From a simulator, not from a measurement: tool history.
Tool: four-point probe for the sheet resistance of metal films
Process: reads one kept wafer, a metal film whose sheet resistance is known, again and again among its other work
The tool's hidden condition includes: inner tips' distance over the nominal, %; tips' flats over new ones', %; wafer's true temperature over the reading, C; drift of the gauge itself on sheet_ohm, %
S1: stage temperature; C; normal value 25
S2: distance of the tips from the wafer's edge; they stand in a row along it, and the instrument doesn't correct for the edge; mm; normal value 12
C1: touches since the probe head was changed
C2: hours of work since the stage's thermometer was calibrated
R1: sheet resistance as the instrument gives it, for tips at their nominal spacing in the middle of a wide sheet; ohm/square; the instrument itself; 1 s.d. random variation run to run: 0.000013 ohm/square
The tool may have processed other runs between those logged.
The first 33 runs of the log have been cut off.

run,day,S1,S2,C1,C2,R1
# day 52.946: stage's thermometer calibrated, once more
34,54.754,24,3,107788,19,0.065780
35,56.917,21,12,109111,41,0.064966
36,58.608,22,12,110145,58,0.064950
# day 58.842: new probe head fitted
37,60.229,22,7,851,74,0.063781
38,61.296,18,18,1503,85,0.063749
39,62.821,21,12,2436,101,0.063721
40,63.917,20,50,3104,112,0.063674
41,65.062,25,11,3807,124,0.063632
42,66.358,26,9,4598,137,0.063610
43,67.638,26,9,5382,150,0.063641
44,69.725,18,6,6658,172,0.063997

Here are 3 independent what-if runs from the current tool condition. What would each one return?
A,71.700,18,17,7866,192,?
B,71.700,35,4,7866,192,?
C,71.700,25,14,7866,192,?

run,R1
A,0.063782
B,0.063831
C,0.063625
Without the tool's unlogged condition, the same runs would have read:
run,R1
A,0.064158
B,0.064206
C,0.064000
